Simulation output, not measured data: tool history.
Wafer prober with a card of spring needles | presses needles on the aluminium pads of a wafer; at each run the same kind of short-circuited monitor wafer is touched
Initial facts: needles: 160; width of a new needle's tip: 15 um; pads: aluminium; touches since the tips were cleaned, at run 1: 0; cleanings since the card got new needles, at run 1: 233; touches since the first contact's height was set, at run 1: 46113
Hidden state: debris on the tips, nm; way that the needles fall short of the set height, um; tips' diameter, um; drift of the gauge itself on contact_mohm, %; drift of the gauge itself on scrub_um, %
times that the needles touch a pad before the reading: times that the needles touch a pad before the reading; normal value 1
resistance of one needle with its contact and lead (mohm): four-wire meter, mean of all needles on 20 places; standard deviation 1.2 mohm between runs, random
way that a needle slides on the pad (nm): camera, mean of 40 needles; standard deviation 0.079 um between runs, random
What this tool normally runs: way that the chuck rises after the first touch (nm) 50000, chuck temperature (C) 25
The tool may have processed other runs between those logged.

run   hour  way that the chuck rises after the first touch (nm)  chuck temperature (C)  times that the needles touch a pad before the reading  touches since the tips were cleaned  cleanings since the card got new needles  touches since the first contact's height was set  resistance of one needle with its contact and lead (mohm)  way that a needle slides on the pad (nm)
  1    0.0                                                50000                     25                                                      1                                    0                                       233                                             46113                                                        103                                     12250
       3.3  -- tips cleaned on abrasive film
       7.5  -- tips cleaned on abrasive film
      10.8  -- tips cleaned on abrasive film
      14.2  -- tips cleaned on abrasive film
      18.3  -- tips cleaned on abrasive film
      21.6  -- tips cleaned on abrasive film
      25.8  -- tips cleaned on abrasive film
      29.9  -- tips cleaned on abrasive film
      34.1  -- tips cleaned on abrasive film
      37.4  -- tips cleaned on abrasive film
      41.5  -- tips cleaned on abrasive film
  2   44.1                                                50000                     25                                                      3                                 1296                                       244                                             67929                                                        105                                     12140
      45.0  -- tips cleaned on abrasive film
      48.3  -- tips cleaned on abrasive film
      51.7  -- tips cleaned on abrasive film
      55.0  -- tips cleaned on abrasive film
      59.1  -- tips cleaned on abrasive film
      63.3  -- tips cleaned on abrasive film
      67.4  -- tips cleaned on abrasive film
      71.6  -- tips cleaned on abrasive film
  3   73.2                                                50000                     25                                                      3                                  831                                       252                                             82298                                                        105                                     11990
      75.0  -- tips cleaned on abrasive film
      78.3  -- tips cleaned on abrasive film
      81.6  -- tips cleaned on abrasive film
      85.0  -- tips cleaned on abrasive film
      89.1  -- tips cleaned on abrasive film
      92.4  -- tips cleaned on abrasive film
  4   94.7                                                50000                     25                                                      3                                 1157                                       258                                             92906                                                        106                                     11900
      96.4  -- tips cleaned on abrasive film
     100.6  -- tips cleaned on abrasive film
     104.7  -- tips cleaned on abrasive film
     106.6  -- height of the first contact set anew
     109.2  -- tips cleaned on abrasive film
     113.3  -- tips cleaned on abrasive film
     116.6  -- tips cleaned on abrasive film
     120.0  -- tips cleaned on abrasive film
  5  120.7                                                50000                     62                                                      1                                  339                                       265                                              6906                                                        113                                     11460
     124.0  -- tips cleaned on abrasive film
     127.3  -- tips cleaned on abrasive film
     130.7  -- tips cleaned on abrasive film
     134.0  -- tips cleaned on abrasive film
     138.1  -- tips cleaned on abrasive film
     141.5  -- tips cleaned on abrasive film
     144.8  -- tips cleaned on abrasive film
  6  146.7                                                50000                     62                                                      1                                  949                                       272                                             19757                                                        112                                     11240
     148.4  -- tips cleaned on abrasive film
     152.5  -- tips cleaned on abrasive film
     156.7  -- tips cleaned on abrasive film
     160.0  -- tips cleaned on abrasive film
     172.0  -- card fitted with new needles
     176.2  -- tips cleaned on abrasive film
     180.3  -- tips cleaned on abrasive film
     184.5  -- tips cleaned on abrasive film
     187.8  -- tips cleaned on abrasive film
     191.9  -- tips cleaned on abrasive film
     195.3  -- tips cleaned on abrasive film
  7  195.3                                                50000                     25                                                      3                                    0                                         6                                             11496                                                        100                                     12740
     198.6  -- tips cleaned on abrasive film
     202.0  -- tips cleaned on abrasive film
     206.1  -- tips cleaned on abrasive film
     210.3  -- tips cleaned on abrasive film
     214.4  -- tips cleaned on abrasive film
     217.7  -- tips cleaned on abrasive film
  8  217.9                                                50000                     25                                                      3                                   85                                        12                                             22671                                                        101                                     12530
     221.2  -- tips cleaned on abrasive film
     225.4  -- tips cleaned on abrasive film
     228.7  -- tips cleaned on abrasive film
     232.9  -- tips cleaned on abrasive film
     237.0  -- tips cleaned on abrasive film
     241.2  -- tips cleaned on abrasive film
     245.3  -- tips cleaned on abrasive film
     248.6  -- tips cleaned on abrasive film
     253.0  -- height of the first contact set anew, once more
     253.1  -- tips cleaned on abrasive film
  9  256.0                                                50000                     25                                                      3                                 1483                                        21                                              1483                                                        103                                     12690
     256.9  -- tips cleaned on abrasive film
     261.1  -- tips cleaned on abrasive film
     265.2  -- tips cleaned on abrasive film
     268.5  -- tips cleaned on abrasive film
     271.9  -- tips cleaned on abrasive film
     276.0  -- tips cleaned on abrasive film
     280.2  -- tips cleaned on abrasive film
     284.3  -- tips cleaned on abrasive film
     287.6  -- tips cleaned on abrasive film
     291.8  -- tips cleaned on abrasive film
     295.1  -- tips cleaned on abrasive film
     298.5  -- tips cleaned on abrasive film
 10  299.6                                                50000                     25                                                      3                                  590                                        33                                             23004                                                        102                                     12570
     302.1  -- tips cleaned on abrasive film
     306.3  -- tips cleaned on abrasive film
     309.6  -- tips cleaned on abrasive film
     313.0  -- tips cleaned on abrasive film
     317.1  -- tips cleaned on abrasive film
     320.4  -- tips cleaned on abrasive film
     324.6  -- tips cleaned on abrasive film
     327.9  -- tips cleaned on abrasive film
     332.1  -- tips cleaned on abrasive film
     335.4  -- tips cleaned on abrasive film
     338.7  -- tips cleaned on abrasive film
     342.9  -- tips cleaned on abrasive film
 11  345.3                                                50000                     25                                                      3                                 1223                                        45                                             45567                                                        102                                     12300
     347.0  -- tips cleaned on abrasive film
     351.1  -- tips cleaned on abrasive film
     355.3  -- tips cleaned on abrasive film
     359.4  -- tips cleaned on abrasive film
     362.8  -- tips cleaned on abrasive film
     366.9  -- tips cleaned on abrasive film
     370.2  -- tips cleaned on abrasive film
 12  372.7                                                50000                     25                                                      3                                 1237                                        52                                             59116                                                        102                                     12140
     373.6  -- tips cleaned on abrasive film
     377.8  -- tips cleaned on abrasive film
     381.1  -- tips cleaned on abrasive film
     385.3  -- tips cleaned on abrasive film
     389.4  -- tips cleaned on abrasive film
     393.5  -- tips cleaned on abrasive film
 13  394.5                                                37000                     25                                                      3                                  486                                        58                                             69883                                                        106                                      8800
     397.0  -- tips cleaned on abrasive film
     400.4  -- tips cleaned on abrasive film
     404.5  -- tips cleaned on abrasive film
     408.7  -- tips cleaned on abrasive film
     412.8  -- tips cleaned on abrasive film
     416.9  -- tips cleaned on abrasive film
     421.1  -- tips cleaned on abrasive film
     425.2  -- tips cleaned on abrasive film
     428.6  -- tips cleaned on abrasive film
     431.9  -- tips cleaned on abrasive film
     435.6  -- tips cleaned on abrasive film
 14  435.6                                                37000                     25                                                      3                                    0                                        69                                             90162                                                        104                                      8500
     439.7  -- tips cleaned on abrasive film
     443.0  -- tips cleaned on abrasive film
     447.2  -- tips cleaned on abrasive film
     450.5  -- tips cleaned on abrasive film
     453.3  -- height of the first contact set anew
     454.2  -- tips cleaned on abrasive film
     458.3  -- tips cleaned on abrasive film
     461.6  -- tips cleaned on abrasive film
 15  462.6                                                42000                     59                                                      2                                  508                                        76                                              4613                                                        108                                     10660
     465.2  -- tips cleaned on abrasive film
     469.3  -- tips cleaned on abrasive film
     473.5  -- tips cleaned on abrasive film
     477.6  -- tips cleaned on abrasive film
     481.7  -- tips cleaned on abrasive film
     485.1  -- tips cleaned on abrasive film
     489.2  -- tips cleaned on abrasive film
 16  492.3                                                42000                     59                                                      2                                 1546                                        83                                             19290                                                        112                                     10500
     493.2  -- tips cleaned on abrasive film
     496.5  -- tips cleaned on abrasive film
     499.8  -- tips cleaned on abrasive film
     504.0  -- tips cleaned on abrasive film
     507.3  -- tips cleaned on abrasive film
     510.7  -- tips cleaned on abrasive film
     514.8  -- tips cleaned on abrasive film
     519.0  -- tips cleaned on abrasive film
     523.1  -- tips cleaned on abrasive film
     527.2  -- tips cleaned on abrasive film
     531.4  -- tips cleaned on abrasive film
 17  533.4                                                42000                     67                                                      1                                 1023                                        94                                             39601                                                        114                                     10210
     535.1  -- tips cleaned on abrasive film
     538.4  -- tips cleaned on abrasive film
     542.6  -- tips cleaned on abrasive film
     545.9  -- tips cleaned on abrasive film
     550.1  -- tips cleaned on abrasive film
     553.4  -- tips cleaned on abrasive film
     556.7  -- tips cleaned on abrasive film
     560.9  -- tips cleaned on abrasive film
     565.0  -- tips cleaned on abrasive film
 18  565.2                                                41000                     51                                                      2                                   96                                       103                                             55291                                                        104                                      9880
     568.6  -- tips cleaned on abrasive film
     572.7  -- tips cleaned on abrasive film
     576.8  -- tips cleaned on abrasive film
     581.0  -- tips cleaned on abrasive film
     585.1  -- tips cleaned on abrasive film
     588.5  -- tips cleaned on abrasive film
     592.6  -- tips cleaned on abrasive film
 19  593.2                                                47000                     42                                                      2                                  291                                       110                                             69125                                                        105                                     11250
     596.5  -- tips cleaned on abrasive film
     600.7  -- tips cleaned on abrasive film
     604.0  -- tips cleaned on abrasive film
     608.1  -- tips cleaned on abrasive film
     611.5  -- tips cleaned on abrasive film
     615.6  -- tips cleaned on abrasive film
     619.8  -- tips cleaned on abrasive film
     623.9  -- tips cleaned on abrasive film
     627.2  -- tips cleaned on abrasive film
     631.4  -- tips cleaned on abrasive film
     634.7  -- tips cleaned on abrasive film
 20  634.8                                                47000                     42                                                      2                                   42                                       121                                             89688                                                        104                                     11090

Across each entry between runs, compare the hidden state at the last listed run before it with the hidden state at the first listed run after it:
After run 1, before run 2: tips cleaned on abrasive film (hour 3.3); tips cleaned on abrasive film (hour 7.5); tips cleaned on abrasive film (hour 10.8); tips cleaned on abrasive film (hour 14.2); tips cleaned on abrasive film (hour 18.3); tips cleaned on abrasive film (hour 21.6); tips cleaned on abrasive film (hour 25.8); tips cleaned on abrasive film (hour 29.9); tips cleaned on abrasive film (hour 34.1); tips cleaned on abrasive film (hour 37.4); tips cleaned on abrasive film (hour 41.5)
  debris on the tips, nm: 2.8 -> 22.2; way that the needles fall short of the set height, um: 1.86 -> 2.71; tips' diameter, um: 21.32 -> 21.62
  measured result minus the result with no hidden state, resistance of one needle with its contact and lead (mohm): +2 -> +6; way that a needle slides on the pad (nm): -480 -> -690
After run 2, before run 3: tips cleaned on abrasive film (hour 45.0); tips cleaned on abrasive film (hour 48.3); tips cleaned on abrasive film (hour 51.7); tips cleaned on abrasive film (hour 55.0); tips cleaned on abrasive film (hour 59.1); tips cleaned on abrasive film (hour 63.3); tips cleaned on abrasive film (hour 67.4); tips cleaned on abrasive film (hour 71.6)
  debris on the tips, nm: 22.2 -> 15.9; way that the needles fall short of the set height, um: 2.71 -> 3.35; tips' diameter, um: 21.62 -> 21.84
  measured result minus the result with no hidden state, resistance of one needle with its contact and lead (mohm): +6 -> +4; way that a needle slides on the pad (nm): -690 -> -860
After run 3, before run 4: tips cleaned on abrasive film (hour 75.0); tips cleaned on abrasive film (hour 78.3); tips cleaned on abrasive film (hour 81.6); tips cleaned on abrasive film (hour 85.0); tips cleaned on abrasive film (hour 89.1); tips cleaned on abrasive film (hour 92.4)
  debris on the tips, nm: 15.9 -> 20.6; way that the needles fall short of the set height, um: 3.35 -> 3.9; tips' diameter, um: 21.84 -> 22.03
  measured result minus the result with no hidden state, resistance of one needle with its contact and lead (mohm): +4 -> +5; way that a needle slides on the pad (nm): -860 -> -1000
After run 4, before run 5: tips cleaned on abrasive film (hour 96.4); tips cleaned on abrasive film (hour 100.6); tips cleaned on abrasive film (hour 104.7); height of the first contact set anew (hour 106.6); tips cleaned on abrasive film (hour 109.2); tips cleaned on abrasive film (hour 113.3); tips cleaned on abrasive film (hour 116.6); tips cleaned on abrasive film (hour 120.0)
  debris on the tips, nm: 20.6 -> 8.3; way that the needles fall short of the set height, um: 3.9 -> 5.17; tips' diameter, um: 22.03 -> 22.24
  measured result minus the result with no hidden state, resistance of one needle with its contact and lead (mohm): +5 -> +6; way that a needle slides on the pad (nm): -1000 -> -1330
After run 5, before run 6: tips cleaned on abrasive film (hour 124.0); tips cleaned on abrasive film (hour 127.3); tips cleaned on abrasive film (hour 130.7); tips cleaned on abrasive film (hour 134.0); tips cleaned on abrasive film (hour 138.1); tips cleaned on abrasive film (hour 141.5); tips cleaned on abrasive film (hour 144.8)
  debris on the tips, nm: 8.3 -> 17.8; way that the needles fall short of the set height, um: 5.17 -> 5.71; tips' diameter, um: 22.24 -> 22.43
  measured result minus the result with no hidden state, resistance of one needle with its contact and lead (mohm): +6 -> +10; way that a needle slides on the pad (nm): -1330 -> -1440
After run 6, before run 7: tips cleaned on abrasive film (hour 148.4); tips cleaned on abrasive film (hour 152.5); tips cleaned on abrasive film (hour 156.7); tips cleaned on abrasive film (hour 160.0); card fitted with new needles (hour 172.0); tips cleaned on abrasive film (hour 176.2); tips cleaned on abrasive film (hour 180.3); tips cleaned on abrasive film (hour 184.5); tips cleaned on abrasive film (hour 187.8); tips cleaned on abrasive film (hour 191.9); tips cleaned on abrasive film (hour 195.3)
  debris on the tips, nm: 17.8 -> 1.4; way that the needles fall short of the set height, um: 5.71 -> 0.48; tips' diameter, um: 22.43 -> 15.17
  measured result minus the result with no hidden state, resistance of one needle with its contact and lead (mohm): +10 -> +0; way that a needle slides on the pad (nm): -1440 -> -130
After run 7, before run 8: tips cleaned on abrasive film (hour 198.6); tips cleaned on abrasive film (hour 202.0); tips cleaned on abrasive film (hour 206.1); tips cleaned on abrasive film (hour 210.3); tips cleaned on abrasive film (hour 214.4); tips cleaned on abrasive film (hour 217.7)
  debris on the tips, nm: 1.4 -> 3.6; way that the needles fall short of the set height, um: 0.48 -> 0.93; tips' diameter, um: 15.17 -> 15.33
  measured result minus the result with no hidden state, resistance of one needle with its contact and lead (mohm): +0 -> +0; way that a needle slides on the pad (nm): -130 -> -240
After run 8, before run 9: tips cleaned on abrasive film (hour 221.2); tips cleaned on abrasive film (hour 225.4); tips cleaned on abrasive film (hour 228.7); tips cleaned on abrasive film (hour 232.9); tips cleaned on abrasive film (hour 237.0); tips cleaned on abrasive film (hour 241.2); tips cleaned on abrasive film (hour 245.3); tips cleaned on abrasive film (hour 248.6); height of the first contact set anew, once more (hour 253.0); tips cleaned on abrasive film (hour 253.1)
  debris on the tips, nm: 3.6 -> 23.6; way that the needles fall short of the set height, um: 0.93 -> 0.08; tips' diameter, um: 15.33 -> 15.56
  measured result minus the result with no hidden state, resistance of one needle with its contact and lead (mohm): +0 -> +2; way that a needle slides on the pad (nm): -240 -> -20
After run 9, before run 10: tips cleaned on abrasive film (hour 256.9); tips cleaned on abrasive film (hour 261.1); tips cleaned on abrasive film (hour 265.2); tips cleaned on abrasive film (hour 268.5); tips cleaned on abrasive film (hour 271.9); tips cleaned on abrasive film (hour 276.0); tips cleaned on abrasive film (hour 280.2); tips cleaned on abrasive film (hour 284.3); tips cleaned on abrasive film (hour 287.6); tips cleaned on abrasive film (hour 291.8); tips cleaned on abrasive film (hour 295.1); tips cleaned on abrasive film (hour 298.5)
  debris on the tips, nm: 23.6 -> 12.5; way that the needles fall short of the set height, um: 0.08 -> 0.94; tips' diameter, um: 15.56 -> 15.87
  measured result minus the result with no hidden state, resistance of one needle with its contact and lead (mohm): +2 -> +1; way that a needle slides on the pad (nm): -20 -> -240
After run 10, before run 11: tips cleaned on abrasive film (hour 302.1); tips cleaned on abrasive film (hour 306.3); tips cleaned on abrasive film (hour 309.6); tips cleaned on abrasive film (hour 313.0); tips cleaned on abrasive film (hour 317.1); tips cleaned on abrasive film (hour 320.4); tips cleaned on abrasive film (hour 324.6); tips cleaned on abrasive film (hour 327.9); tips cleaned on abrasive film (hour 332.1); tips cleaned on abrasive film (hour 335.4); tips cleaned on abrasive film (hour 338.7); tips cleaned on abrasive film (hour 342.9)
  debris on the tips, nm: 12.5 -> 21.2; way that the needles fall short of the set height, um: 0.94 -> 1.87; tips' diameter, um: 15.87 -> 16.19
  measured result minus the result with no hidden state, resistance of one needle with its contact and lead (mohm): +1 -> +2; way that a needle slides on the pad (nm): -240 -> -480
After run 11, before run 12: tips cleaned on abrasive film (hour 347.0); tips cleaned on abrasive film (hour 351.1); tips cleaned on abrasive film (hour 355.3); tips cleaned on abrasive film (hour 359.4); tips cleaned on abrasive film (hour 362.8); tips cleaned on abrasive film (hour 366.9); tips cleaned on abrasive film (hour 370.2)
  debris on the tips, nm: 21.2 -> 17.8; way that the needles fall short of the set height, um: 1.87 -> 2.4; tips' diameter, um: 16.19 -> 16.38
  measured result minus the result with no hidden state, resistance of one needle with its contact and lead (mohm): +2 -> +2; way that a needle slides on the pad (nm): -480 -> -610
After run 12, before run 13: tips cleaned on abrasive film (hour 373.6); tips cleaned on abrasive film (hour 377.8); tips cleaned on abrasive film (hour 381.1); tips cleaned on abrasive film (hour 385.3); tips cleaned on abrasive film (hour 389.4); tips cleaned on abrasive film (hour 393.5)
  debris on the tips, nm: 17.8 -> 10.1; way that the needles fall short of the set height, um: 2.4 -> 2.84; tips' diameter, um: 16.38 -> 16.53
  measured result minus the result with no hidden state, resistance of one needle with its contact and lead (mohm): +2 -> +2; way that a needle slides on the pad (nm): -610 -> -730
After run 13, before run 14: tips cleaned on abrasive film (hour 397.0); tips cleaned on abrasive film (hour 400.4); tips cleaned on abrasive film (hour 404.5); tips cleaned on abrasive film (hour 408.7); tips cleaned on abrasive film (hour 412.8); tips cleaned on abrasive film (hour 416.9); tips cleaned on abrasive film (hour 421.1); tips cleaned on abrasive film (hour 425.2); tips cleaned on abrasive film (hour 428.6); tips cleaned on abrasive film (hour 431.9); tips cleaned on abrasive film (hour 435.6)
  debris on the tips, nm: 10.1 -> 1.3; way that the needles fall short of the set height, um: 2.84 -> 3.69; tips' diameter, um: 16.53 -> 16.83
  measured result minus the result with no hidden state, resistance of one needle with its contact and lead (mohm): +2 -> +2; way that a needle slides on the pad (nm): -730 -> -940
After run 14, before run 15: tips cleaned on abrasive film (hour 439.7); tips cleaned on abrasive film (hour 443.0); tips cleaned on abrasive film (hour 447.2); tips cleaned on abrasive film (hour 450.5); height of the first contact set anew (hour 453.3); tips cleaned on abrasive film (hour 454.2); tips cleaned on abrasive film (hour 458.3); tips cleaned on abrasive film (hour 461.6)
  debris on the tips, nm: 1.3 -> 9.4; way that the needles fall short of the set height, um: 3.69 -> 0.23; tips' diameter, um: 16.83 -> 17.02
  measured result minus the result with no hidden state, resistance of one needle with its contact and lead (mohm): +2 -> +3; way that a needle slides on the pad (nm): -940 -> -60
After run 15, before run 16: tips cleaned on abrasive film (hour 465.2); tips cleaned on abrasive film (hour 469.3); tips cleaned on abrasive film (hour 473.5); tips cleaned on abrasive film (hour 477.6); tips cleaned on abrasive film (hour 481.7); tips cleaned on abrasive film (hour 485.1); tips cleaned on abrasive film (hour 489.2)
  debris on the tips, nm: 9.4 -> 24.1; way that the needles fall short of the set height, um: 0.23 -> 0.83; tips' diameter, um: 17.02 -> 17.23
  measured result minus the result with no hidden state, resistance of one needle with its contact and lead (mohm): +3 -> +5; way that a needle slides on the pad (nm): -60 -> -210
After run 16, before run 17: tips cleaned on abrasive film (hour 493.2); tips cleaned on abrasive film (hour 496.5); tips cleaned on abrasive film (hour 499.8); tips cleaned on abrasive film (hour 504.0); tips cleaned on abrasive film (hour 507.3); tips cleaned on abrasive film (hour 510.7); tips cleaned on abrasive film (hour 514.8); tips cleaned on abrasive film (hour 519.0); tips cleaned on abrasive film (hour 523.1); tips cleaned on abrasive film (hour 527.2); tips cleaned on abrasive film (hour 531.4)
  debris on the tips, nm: 24.1 -> 16.2; way that the needles fall short of the set height, um: 0.83 -> 1.76; tips' diameter, um: 17.23 -> 17.55
  measured result minus the result with no hidden state, resistance of one needle with its contact and lead (mohm): +5 -> +7; way that a needle slides on the pad (nm): -210 -> -450
After run 17, before run 18: tips cleaned on abrasive film (hour 535.1); tips cleaned on abrasive film (hour 538.4); tips cleaned on abrasive film (hour 542.6); tips cleaned on abrasive film (hour 545.9); tips cleaned on abrasive film (hour 550.1); tips cleaned on abrasive film (hour 553.4); tips cleaned on abrasive film (hour 556.7); tips cleaned on abrasive film (hour 560.9); tips cleaned on abrasive film (hour 565.0)
  debris on the tips, nm: 16.2 -> 4.1; way that the needles fall short of the set height, um: 1.76 -> 2.51; tips' diameter, um: 17.55 -> 17.82
  measured result minus the result with no hidden state, resistance of one needle with its contact and lead (mohm): +7 -> +2; way that a needle slides on the pad (nm): -450 -> -640
After run 18, before run 19: tips cleaned on abrasive film (hour 568.6); tips cleaned on abrasive film (hour 572.7); tips cleaned on abrasive film (hour 576.8); tips cleaned on abrasive film (hour 581.0); tips cleaned on abrasive film (hour 585.1); tips cleaned on abrasive film (hour 588.5); tips cleaned on abrasive film (hour 592.6)
  debris on the tips, nm: 4.1 -> 7.2; way that the needles fall short of the set height, um: 2.51 -> 3.05; tips' diameter, um: 17.82 -> 18.01
  measured result minus the result with no hidden state, resistance of one needle with its contact and lead (mohm): +2 -> +2; way that a needle slides on the pad (nm): -640 -> -780
After run 19, before run 20: tips cleaned on abrasive film (hour 596.5); tips cleaned on abrasive film (hour 600.7); tips cleaned on abrasive film (hour 604.0); tips cleaned on abrasive film (hour 608.1); tips cleaned on abrasive film (hour 611.5); tips cleaned on abrasive film (hour 615.6); tips cleaned on abrasive film (hour 619.8); tips cleaned on abrasive film (hour 623.9); tips cleaned on abrasive film (hour 627.2); tips cleaned on abrasive film (hour 631.4); tips cleaned on abrasive film (hour 634.7)
  debris on the tips, nm: 7.2 -> 3.2; way that the needles fall short of the set height, um: 3.05 -> 3.82; tips' diameter, um: 18.01 -> 18.27
  measured result minus the result with no hidden state, resistance of one needle with its contact and lead (mohm): +2 -> +2; way that a needle slides on the pad (nm): -780 -> -980
